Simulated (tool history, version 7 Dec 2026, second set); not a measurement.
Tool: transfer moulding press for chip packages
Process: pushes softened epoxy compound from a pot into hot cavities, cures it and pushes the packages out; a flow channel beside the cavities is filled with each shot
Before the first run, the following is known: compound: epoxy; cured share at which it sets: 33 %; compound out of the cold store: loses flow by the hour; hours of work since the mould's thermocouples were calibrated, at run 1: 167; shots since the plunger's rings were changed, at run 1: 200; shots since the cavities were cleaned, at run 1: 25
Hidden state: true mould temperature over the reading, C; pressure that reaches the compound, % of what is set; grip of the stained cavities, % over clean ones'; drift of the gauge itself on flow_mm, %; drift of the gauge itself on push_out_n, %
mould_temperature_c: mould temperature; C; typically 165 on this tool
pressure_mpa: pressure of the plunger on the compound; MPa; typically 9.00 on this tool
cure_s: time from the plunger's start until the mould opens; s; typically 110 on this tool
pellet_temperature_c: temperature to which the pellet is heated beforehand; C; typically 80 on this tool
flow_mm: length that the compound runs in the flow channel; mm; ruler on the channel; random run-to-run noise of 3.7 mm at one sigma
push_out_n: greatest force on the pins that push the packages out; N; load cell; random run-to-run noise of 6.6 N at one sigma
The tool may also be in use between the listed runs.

run,hour,mould_temperature_c,pressure_mpa,cure_s,pellet_temperature_c,hours of work since the mould's thermocouples were calibrated,shots since the plunger's rings were changed,shots since the cavities were cleaned,incoming compound's hours out of the cold store,flow_mm,push_out_n
1,0.0,165,9.00,110,80,167,200,25,29.5,653,271
2,7.7,165,9.00,112,80,173,294,119,27.5,654,317
3,14.0,165,9.00,112,80,178,371,196,10.2,714,339
4,22.6,165,9.00,110,78,184,476,301,29.0,652,388
5,29.4,165,9.00,110,78,189,559,384,26.0,660,394
6,34.1,165,9.00,110,72,193,617,442,18.9,689,407
7,43.4,165,9.00,110,76,200,730,555,30.1,654,423
8,47.8,165,9.00,110,76,203,785,610,23.2,668,453
9,52.4,165,9.34,110,80,206,841,666,21.2,688,447
# hour 56.9: cavities cleaned with cleaning compound and waxed
10,63.5,165,9.00,110,76,213,959,81,34.4,637,283
11,70.8,165,9.00,110,80,219,1047,169,26.8,654,313
12,80.2,165,9.00,110,80,226,1163,285,31.1,637,376
13,88.7,165,9.00,110,83,232,1267,389,26.4,660,400
14,96.3,165,9.00,110,83,238,1360,482,15.0,689,426
15,102.1,165,9.00,110,83,242,1431,553,30.8,640,409
16,109.1,169,8.35,110,80,247,1516,638,8.2,675,401
# hour 115.5: cavities cleaned with cleaning compound and waxed
17,117.8,169,8.35,110,80,252,1604,28,40.8,577,252
18,125.3,169,8.35,110,80,258,1696,120,9.6,669,286
19,130.4,169,8.35,110,80,262,1758,182,44.9,572,289
20,138.4,164,8.46,93,80,268,1856,280,22.7,642,493
# hour 141.4: mould's thermocouples calibrated
21,149.6,165,9.00,136,88,6,1969,393,33.4,636,366
22,157.1,165,9.00,136,88,12,2061,485,46.3,595,382
23,162.8,165,9.00,136,88,16,2131,555,38.5,616,375
24,168.0,159,8.92,117,78,20,2195,619,46.7,607,506
# hour 173.1: mould's thermocouples calibrated, once more
# hour 178.1: cavities cleaned with cleaning compound and waxed
25,180.6,165,9.00,110,80,4,2306,31,9.9,704,280
26,190.5,165,7.77,110,88,12,2427,152,39.0,573,330
27,200.5,165,9.00,110,80,19,2550,275,27.2,651,363
28,210.1,168,9.00,110,78,26,2667,392,46.2,587,366
29,220.8,168,9.00,106,80,34,2798,523,35.3,611,406

Here are 3 independent what-if runs from the current tool condition. What would each one return?
A,229.1,165,9.00,118,80,40,2900,625,24.7,?,?
B,229.1,169,9.00,106,80,40,2900,625,31.7,?,?
C,229.1,160,9.00,106,76,40,2900,625,20.4,?,?

run,flow_mm,push_out_n
A,657,426
B,617,402
C,683,665
The same runs, with their run-to-run variation unchanged, on a tool lacking any hidden condition would have given:
run,flow_mm,push_out_n
A,674,248
B,633,234
C,701,391
